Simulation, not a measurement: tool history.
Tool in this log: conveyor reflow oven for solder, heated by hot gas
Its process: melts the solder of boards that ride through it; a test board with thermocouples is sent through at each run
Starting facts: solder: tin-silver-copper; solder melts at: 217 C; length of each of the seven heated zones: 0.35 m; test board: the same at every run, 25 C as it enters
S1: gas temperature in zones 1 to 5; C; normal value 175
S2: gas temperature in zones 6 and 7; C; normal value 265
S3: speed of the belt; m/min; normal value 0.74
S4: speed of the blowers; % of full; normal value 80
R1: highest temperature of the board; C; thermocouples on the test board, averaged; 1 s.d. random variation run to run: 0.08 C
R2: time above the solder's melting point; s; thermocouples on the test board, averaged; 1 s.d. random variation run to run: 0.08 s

run,day,S1,S2,S3,S4,R1,R2
1,0,175,265,0.74,80,252.24,43.17
2,0.429,175,265,0.74,80,252.24,43.02
3,0.742,179,265,0.74,80,252.8,44.5
4,0.933,175,265,0.74,80,252.37,43.09
# day 1.246: flux residue cleaned out of gas plates and filters
5,1.446,175,265,0.74,80,254.53,44.7
6,1.858,175,265,0.74,80,254.33,44.59
7,2.288,175,265,0.74,80,254.43,44.61
8,2.638,175,265,0.74,80,254.29,44.59
9,3.108,175,265,0.74,80,254.32,44.45
10,3.329,175,265,0.688,67,253.26,47.17
11,3.529,167,265,0.74,80,253.3,42.16
12,3.796,167,265,0.642,80,256.88,51.5
13,4.1,178,253,0.681,65,242.77,42.04
14,4.471,175,265,0.775,85,254.19,42.46
15,4.896,175,265,0.775,85,254.11,42.35
16,5.15,177,265,0.854,80,250.48,36.46
17,5.496,171,273,0.761,56,252.47,39.7
18,5.846,175,258,0.628,61,247.83,48.6

5 options for the next run, each taken on its own from the tool as it stands now. Forecast them:
A,6.225,175,256,0.74,80,?,?
B,6.225,176,258,0.872,54,?,?
C,6.225,185,265,0.74,80,?,?
D,6.225,177,261,0.831,61,?,?
E,6.225,178,265,0.74,67,?,?

run,R1,R2
A,246.45,40.22
B,234.82,23.34
C,255.62,48.14
D,242.1,31.77
E,251.48,43.38
The same runs, with their run-to-run variation unchanged, on a tool lacking any hidden condition would have given:
run,R1,R2
A,245.13,39.43
B,233.67,22.35
C,254.27,47.49
D,240.9,30.95
E,250.18,42.63
